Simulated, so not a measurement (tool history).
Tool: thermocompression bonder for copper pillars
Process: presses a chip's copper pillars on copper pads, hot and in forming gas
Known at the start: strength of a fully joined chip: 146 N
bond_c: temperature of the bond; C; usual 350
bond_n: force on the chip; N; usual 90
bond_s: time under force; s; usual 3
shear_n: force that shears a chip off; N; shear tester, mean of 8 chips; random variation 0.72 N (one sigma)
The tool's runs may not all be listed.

run   hour  bond_c  bond_n  bond_s  shear_n
  1    0.0     350      90       3     55.4
  2    9.1     350      90       3     56.9
  3   17.9     365      90       3     66.0
  4   25.4     365      90       3     65.5
      38.0  -- heater calibrated with a thermocouple chip
  5   40.2     350      90       4     56.0
  6   52.1     350      90       4     55.3
  7   63.0     350      90       4     56.3
  8   71.9     350      90       3     49.9
  9   80.9     350      90       3     50.5
 10   88.2     350     132       3     71.6
 11   98.0     350     132       3     73.3
 12  111.4     350     132       3     72.6
 13  122.2     350     132       3     71.9
 14  129.5     350     132       3     69.9
 15  135.2     350      90       3     49.1
 16  145.5     357      90       3     53.2
 17  155.5     350      90       9     76.3
 18  168.7     350      90       9     75.8
 19  177.2     350      90       9     75.9
 20  190.5     350      85       3     48.2
 21  199.7     323     112       3     47.0
 22  213.1     323     112       3     47.9
 23  224.9     323     112       3     47.0
 24  233.5     323     112       3     47.7
 25  243.1     348      85       4     53.1
 26  253.7     350      59       3     32.3
 27  266.1     350      59       3     33.8
 28  278.0     350      59       3     32.8
 29  287.8     350      87       3     49.1
 30  294.1     350      55       8     46.9
 31  305.8     350      55       5     38.8
 32  319.4     365      64       3     42.1

Hidden state or all else? Some run-to-run changes of shear_n, split into what the settings, what came in and random variation would give without the hidden state, and what is left for the hidden state (with any gauge scatter that isn't in both results):
The hidden state here: true temperature of the bond over the reading, C; force that reaches the chip, % of what is set; oxide that the forming gas leaves, % of the face; drift of the gauge itself on shear_n, %.
Run 4 -> 5: bond_c 365 -> 350, bond_s 3 -> 4, heater calibrated with a thermocouple chip. shear_n -9.5 N: hidden state -6.3, all else -3.2.
Run 9 -> 10: bond_n 90 -> 132. shear_n +21.1 N: hidden state -0.5, all else +21.6.
Run 14 -> 15: bond_n 132 -> 90. shear_n -20.8 N: hidden state +0.7, all else -21.5.
Run 16 -> 17: bond_c 357 -> 350, bond_s 3 -> 9. shear_n +23.1 N: hidden state -0.7, all else +23.8.
Run 19 -> 20: bond_n 90 -> 85, bond_s 9 -> 3. shear_n -27.7 N: hidden state +0.8, all else -28.5.

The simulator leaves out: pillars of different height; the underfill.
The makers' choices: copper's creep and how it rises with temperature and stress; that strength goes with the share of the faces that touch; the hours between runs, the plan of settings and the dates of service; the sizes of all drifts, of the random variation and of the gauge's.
